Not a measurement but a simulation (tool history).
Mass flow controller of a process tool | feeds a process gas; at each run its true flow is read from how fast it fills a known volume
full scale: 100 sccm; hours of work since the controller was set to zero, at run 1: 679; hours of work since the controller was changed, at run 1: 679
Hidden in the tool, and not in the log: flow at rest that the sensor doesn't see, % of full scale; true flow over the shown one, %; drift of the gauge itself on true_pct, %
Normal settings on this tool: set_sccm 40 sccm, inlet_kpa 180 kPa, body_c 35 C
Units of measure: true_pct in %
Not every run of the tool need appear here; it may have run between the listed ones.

| run | hour | set_sccm | inlet_kpa | body_c | hours of work since the controller was set to zero | hours of work since the controller was changed | true_pct |
|---|---|---|---|---|---|---|---|
| 1 | 0 | 40 | 180 | 35 | 679 | 679 | 100.96 |
| 2 | 60.5 | 40 | 180 | 35 | 707 | 707 | 100.92 |
| 3 | 139.5 | 40 | 180 | 35 | 744 | 744 | 100.98 |
| 4 | 218.4 | 40 | 180 | 36 | 781 | 781 | 101.05 |
| 5 | 311.2 | 40 | 180 | 35 | 825 | 825 | 100.92 |
| 6 | 386.5 | 40 | 180 | 35 | 860 | 860 | 100.85 |
| 7 | 516.8 | 40 | 180 | 35 | 921 | 921 | 100.99 |
| 8 | 612.6 | 40 | 273 | 35 | 966 | 966 | 101.11 |
| 9 | 695.4 | 40 | 273 | 35 | 1004 | 1004 | 101.26 |
| 10 | 756.2 | 40 | 273 | 35 | 1033 | 1033 | 101.3 |
| 11 | 848.3 | 40 | 273 | 35 | 1076 | 1076 | 101.34 |
| 12 | 975 | 40 | 273 | 35 | 1135 | 1135 | 101.37 |
| 13 | 1057.4 | 40 | 273 | 35 | 1174 | 1174 | 101.38 |
| 14 | 1118.9 | 40 | 180 | 35 | 1202 | 1202 | 101.27 |
| 15 | 1216.7 | 40 | 180 | 35 | 1248 | 1248 | 101.2 |
| 16 | 1316.9 | 40 | 180 | 35 | 1295 | 1295 | 101.19 |
| 17 | 1375.4 | 40 | 180 | 35 | 1322 | 1322 | 101.21 |
| 18 | 1489.8 | 40 | 180 | 35 | 1376 | 1376 | 101.13 |
| 19 | 1579.7 | 40 | 180 | 35 | 1418 | 1418 | 101.37 |
| 20 | 1657.4 | 40 | 180 | 35 | 1454 | 1454 | 101.1 |
| 21 | 1732.6 | 18 | 180 | 35 | 1490 | 1490 | 101.61 |
| 22 | 1836.3 | 18 | 180 | 35 | 1538 | 1538 | 101.72 |
| 23 | 1952.4 | 40 | 180 | 35 | 1592 | 1592 | 101.23 |
| 24 | 2025.5 | 40 | 180 | 35 | 1626 | 1626 | 101.36 |
| 25 | 2085.7 | 40 | 180 | 35 | 1655 | 1655 | 101.35 |
| 26 | 2142 | 20 | 180 | 35 | 1681 | 1681 | 101.75 |
| 27 | 2217.7 | 12 | 179 | 29 | 1716 | 1716 | 101.72 |
| 28 | 2315.8 | 12 | 275 | 29 | 1762 | 1762 | 102.1 |
| 29 | 2373.1 | 45 | 222 | 29 | 1789 | 1789 | 100.87 |
| 30 | 2437.8 | 45 | 222 | 29 | 1819 | 1819 | 100.83 |
| 31 | 2550.6 | 22 | 180 | 35 | 1872 | 1872 | 101.77 |
| 32 | 2676.5 | 80 | 180 | 36 | 1931 | 1931 | 101.51 |
| 33 | 2739.3 | 80 | 180 | 36 | 1960 | 1960 | 101.57 |
| 34 | 2843.6 | 12 | 249 | 31 | 2009 | 2009 | 102.51 |
| 35 | 2921.7 | 18 | 222 | 31 | 2046 | 2046 | 101.86 |
| 36 | 3037.6 | 18 | 222 | 31 | 2100 | 2100 | 102.02 |
| 37 | 3133.1 | 12 | 211 | 25 | 2145 | 2145 | 102.01 |
| 38 | 3243 | 30 | 223 | 25 | 2196 | 2196 | 100.86 |
| 39 | 3337.8 | 30 | 223 | 25 | 2240 | 2240 | 100.8 |
| 40 | 3417.7 | 23 | 225 | 20 | 2278 | 2278 | 100.78 |
| 41 | 3516.8 | 43 | 155 | 38 | 2324 | 2324 | 101.91 |
| 42 | 3632.6 | 17 | 155 | 28 | 2378 | 2378 | 101.66 |
| 43 | 3764.3 | 53 | 146 | 32 | 2440 | 2440 | 101.27 |
| 44 | 3834.7 | 40 | 180 | 34 | 2473 | 2473 | 101.75 |
| 45 | 3956.1 | 20 | 180 | 35 | 2530 | 2530 | 102.48 |
| 46 | 4055 | 75 | 199 | 38 | 2576 | 2576 | 101.98 |
| 47 | 4129.5 | 75 | 199 | 38 | 2611 | 2611 | 101.95 |

Each run again, without the hidden state but with its own random variation kept:
| run | true_pct |
|---|---|
| 1 | 100.64 |
| 2 | 100.59 |
| 3 | 100.64 |
| 4 | 100.68 |
| 5 | 100.54 |
| 6 | 100.45 |
| 7 | 100.56 |
| 8 | 100.66 |
| 9 | 100.79 |
| 10 | 100.82 |
| 11 | 100.84 |
| 12 | 100.84 |
| 13 | 100.83 |
| 14 | 100.71 |
| 15 | 100.61 |
| 16 | 100.59 |
| 17 | 100.59 |
| 18 | 100.49 |
| 19 | 100.71 |
| 20 | 100.42 |
| 21 | 100.36 |
| 22 | 100.43 |
| 23 | 100.49 |
| 24 | 100.6 |
| 25 | 100.58 |
| 26 | 100.47 |
| 27 | 99.73 |
| 28 | 100.06 |
| 29 | 100.09 |
| 30 | 100.04 |
| 31 | 100.44 |
| 32 | 100.89 |
| 33 | 100.95 |
| 34 | 100.19 |
| 35 | 100.17 |
| 36 | 100.28 |
| 37 | 99.54 |
| 38 | 99.62 |
| 39 | 99.54 |
| 40 | 99.22 |
| 41 | 100.87 |
| 42 | 99.61 |
| 43 | 100.3 |
| 44 | 100.59 |
| 45 | 100.57 |
| 46 | 101.12 |
| 47 | 101.07 |

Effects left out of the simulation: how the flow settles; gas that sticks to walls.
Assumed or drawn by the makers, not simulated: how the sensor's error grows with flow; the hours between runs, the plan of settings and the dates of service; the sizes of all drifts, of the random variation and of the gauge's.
